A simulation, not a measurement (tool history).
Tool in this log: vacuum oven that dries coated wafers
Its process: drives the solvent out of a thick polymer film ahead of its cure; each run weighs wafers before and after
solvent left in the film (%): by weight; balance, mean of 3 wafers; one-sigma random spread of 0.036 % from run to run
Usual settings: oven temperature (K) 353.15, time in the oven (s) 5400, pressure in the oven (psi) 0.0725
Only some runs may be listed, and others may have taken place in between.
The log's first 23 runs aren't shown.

run 24 day=44.796 | oven_temperature_(K)=354.15 time_in_the_oven_(s)=5400 pressure_in_the_oven_(psi)=0.1461 | solvent_left_in_the_film_(%)=5.68
run 25 day=45.892 | oven_temperature_(K)=354.15 time_in_the_oven_(s)=2940 pressure_in_the_oven_(psi)=0.1461 | solvent_left_in_the_film_(%)=9.82
-- day=47.933 vacuum gauge cleaned of residue and calibrated, once more
run 26 day=48.571 | oven_temperature_(K)=340.15 time_in_the_oven_(s)=2820 pressure_in_the_oven_(psi)=0.1107 | solvent_left_in_the_film_(%)=13.82
run 27 day=50.433 | oven_temperature_(K)=365.15 time_in_the_oven_(s)=3420 pressure_in_the_oven_(psi)=0.2257 | solvent_left_in_the_film_(%)=5.31
run 28 day=52.558 | oven_temperature_(K)=365.15 time_in_the_oven_(s)=3420 pressure_in_the_oven_(psi)=0.2257 | solvent_left_in_the_film_(%)=5.31
run 29 day=53.979 | oven_temperature_(K)=341.15 time_in_the_oven_(s)=3900 pressure_in_the_oven_(psi)=0.2473 | solvent_left_in_the_film_(%)=12.22
run 30 day=55.488 | oven_temperature_(K)=353.15 time_in_the_oven_(s)=3660 pressure_in_the_oven_(psi)=0.0725 | solvent_left_in_the_film_(%)=8.14
run 31 day=56.775 | oven_temperature_(K)=365.15 time_in_the_oven_(s)=7200 pressure_in_the_oven_(psi)=0.0725 | solvent_left_in_the_film_(%)=1.21
run 32 day=58.721 | oven_temperature_(K)=355.15 time_in_the_oven_(s)=6720 pressure_in_the_oven_(psi)=0.1172 | solvent_left_in_the_film_(%)=3.67
run 33 day=61.346 | oven_temperature_(K)=355.15 time_in_the_oven_(s)=6720 pressure_in_the_oven_(psi)=0.1172 | solvent_left_in_the_film_(%)=3.65
run 34 day=63.121 | oven_temperature_(K)=352.15 time_in_the_oven_(s)=8280 pressure_in_the_oven_(psi)=0.2383 | solvent_left_in_the_film_(%)=3.80
run 35 day=65.558 | oven_temperature_(K)=352.15 time_in_the_oven_(s)=8280 pressure_in_the_oven_(psi)=0.2383 | solvent_left_in_the_film_(%)=3.76
run 36 day=67.200 | oven_temperature_(K)=352.15 time_in_the_oven_(s)=5640 pressure_in_the_oven_(psi)=0.1043 | solvent_left_in_the_film_(%)=5.52
run 37 day=69.333 | oven_temperature_(K)=351.15 time_in_the_oven_(s)=3000 pressure_in_the_oven_(psi)=0.0899 | solvent_left_in_the_film_(%)=10.21
-- day=69.917 oven's thermocouples calibrated
run 38 day=71.375 | oven_temperature_(K)=351.15 time_in_the_oven_(s)=3000 pressure_in_the_oven_(psi)=0.0899 | solvent_left_in_the_film_(%)=10.54
run 39 day=72.925 | oven_temperature_(K)=352.15 time_in_the_oven_(s)=7860 pressure_in_the_oven_(psi)=0.0725 | solvent_left_in_the_film_(%)=3.71
run 40 day=75.425 | oven_temperature_(K)=360.15 time_in_the_oven_(s)=5400 pressure_in_the_oven_(psi)=0.0725 | solvent_left_in_the_film_(%)=3.71
run 41 day=77.208 | oven_temperature_(K)=360.15 time_in_the_oven_(s)=5400 pressure_in_the_oven_(psi)=0.0725 | solvent_left_in_the_film_(%)=3.69
run 42 day=79.762 | oven_temperature_(K)=353.15 time_in_the_oven_(s)=5400 pressure_in_the_oven_(psi)=0.0532 | solvent_left_in_the_film_(%)=5.65
run 43 day=81.454 | oven_temperature_(K)=358.15 time_in_the_oven_(s)=5400 pressure_in_the_oven_(psi)=0.1443 | solvent_left_in_the_film_(%)=4.50
run 44 day=83.317 | oven_temperature_(K)=363.15 time_in_the_oven_(s)=4860 pressure_in_the_oven_(psi)=0.0725 | solvent_left_in_the_film_(%)=3.56
run 45 day=84.738 | oven_temperature_(K)=348.15 time_in_the_oven_(s)=7740 pressure_in_the_oven_(psi)=0.1626 | solvent_left_in_the_film_(%)=5.38
run 46 day=86.975 | oven_temperature_(K)=348.15 time_in_the_oven_(s)=7740 pressure_in_the_oven_(psi)=0.1626 | solvent_left_in_the_film_(%)=5.42

Here are 4 independent what-if runs from the current tool condition. What would each one return?
run A day=89.175 | oven_temperature_(K)=356.15 time_in_the_oven_(s)=9420 pressure_in_the_oven_(psi)=0.1626 | solvent_left_in_the_film_(%)=?
run B day=89.175 | oven_temperature_(K)=348.15 time_in_the_oven_(s)=3120 pressure_in_the_oven_(psi)=0.0690 | solvent_left_in_the_film_(%)=?
run C day=89.175 | oven_temperature_(K)=352.15 time_in_the_oven_(s)=7740 pressure_in_the_oven_(psi)=0.1626 | solvent_left_in_the_film_(%)=?
run D day=89.175 | oven_temperature_(K)=353.15 time_in_the_oven_(s)=3480 pressure_in_the_oven_(psi)=0.0574 | solvent_left_in_the_film_(%)=?

run=A solvent_left_in_the_film_(%)=2.25
run=B solvent_left_in_the_film_(%)=11.15
run=C solvent_left_in_the_film_(%)=4.15
run=D solvent_left_in_the_film_(%)=8.74
With no hidden state in the tool, these same runs would have given:
run=A solvent_left_in_the_film_(%)=2.17
run=B solvent_left_in_the_film_(%)=11.16
run=C solvent_left_in_the_film_(%)=4.11
run=D solvent_left_in_the_film_(%)=8.78
